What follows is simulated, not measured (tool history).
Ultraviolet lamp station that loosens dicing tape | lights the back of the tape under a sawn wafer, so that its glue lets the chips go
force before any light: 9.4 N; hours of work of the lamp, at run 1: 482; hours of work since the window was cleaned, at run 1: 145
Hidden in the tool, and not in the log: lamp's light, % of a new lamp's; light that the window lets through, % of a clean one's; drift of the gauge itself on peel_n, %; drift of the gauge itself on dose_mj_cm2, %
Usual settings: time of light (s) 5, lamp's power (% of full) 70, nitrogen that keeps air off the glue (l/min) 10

run,day,time of light (s),lamp's power (% of full),nitrogen that keeps air off the glue (l/min),hours of work of the lamp,hours of work since the window was cleaned,force that peels the tape off (N),light that reached the tape (J/m2)
1,0.000,5,70,10,482,145,1.830,3440
2,1.225,5,70,10,497,159,1.904,3370
3,2.546,5,70,10,512,174,1.920,3340
4,3.183,5,70,10,519,181,1.856,3350
5,3.821,5,70,10,527,189,1.932,3270
6,5.125,5,70,10,542,204,2.082,3250
7,5.871,5,70,10,550,213,2.023,3150
# day 6.025: window cleaned of glue's vapour
8,7.096,5,70,10,564,12,2.498,2740
9,7.742,5,70,10,572,20,2.620,2720
10,8.775,5,70,10,584,32,2.615,2700
11,9.462,5,60,10,592,40,3.100,2270
12,10.812,6,70,10,607,55,2.085,3110
13,11.888,6,70,10,620,68,2.206,3080
14,12.692,6,70,10,629,77,2.240,3000
15,14.071,6,70,10,645,93,2.295,2920
# day 14.550: window cleaned of glue's vapour, once more
16,15.275,6,70,10,659,8,1.138,4470
17,16.400,6,71,3,672,21,2.213,4520
18,17.608,6,71,3,686,35,2.237,4440
19,18.433,10,70,13,695,45,0.375,7290
20,19.883,10,81,13,712,62,0.288,8180
21,20.942,5,62,16,724,74,1.743,3110
22,22.192,5,70,7,739,88,2.167,3480
23,23.238,5,70,7,751,100,2.170,3390
24,24.662,5,63,4,767,117,3.150,3000
25,25.954,7,75,4,782,132,1.600,4940
26,26.958,8,93,7,794,144,0.600,6910
27,28.433,10,70,10,811,161,0.570,6400
28,29.571,10,70,10,824,174,0.575,6290
29,30.450,5,70,6,834,184,2.579,3060
30,31.779,5,97,6,850,199,1.655,4250
# day 33.025: window cleaned of glue's vapour
31,33.242,5,74,4,866,3,2.385,3840

4 ways to go on from here, each from the tool as it stands after run 31. What would each give?
A,34.533,6,65,10,881,17,?,?
B,34.533,5,74,8,881,17,?,?
C,34.533,5,93,4,881,17,?,?
D,34.533,7,100,10,881,17,?,?

run,force that peels the tape off (N),light that reached the tape (J/m2)
A,1.421,3990
B,1.783,3800
C,1.747,4740
D,0.448,7230
Without the tool's hidden state the same runs would have given:
run,force that peels the tape off (N),light that reached the tape (J/m2)
A,1.034,4740
B,1.331,4520
C,1.304,5630
D,0.323,8590
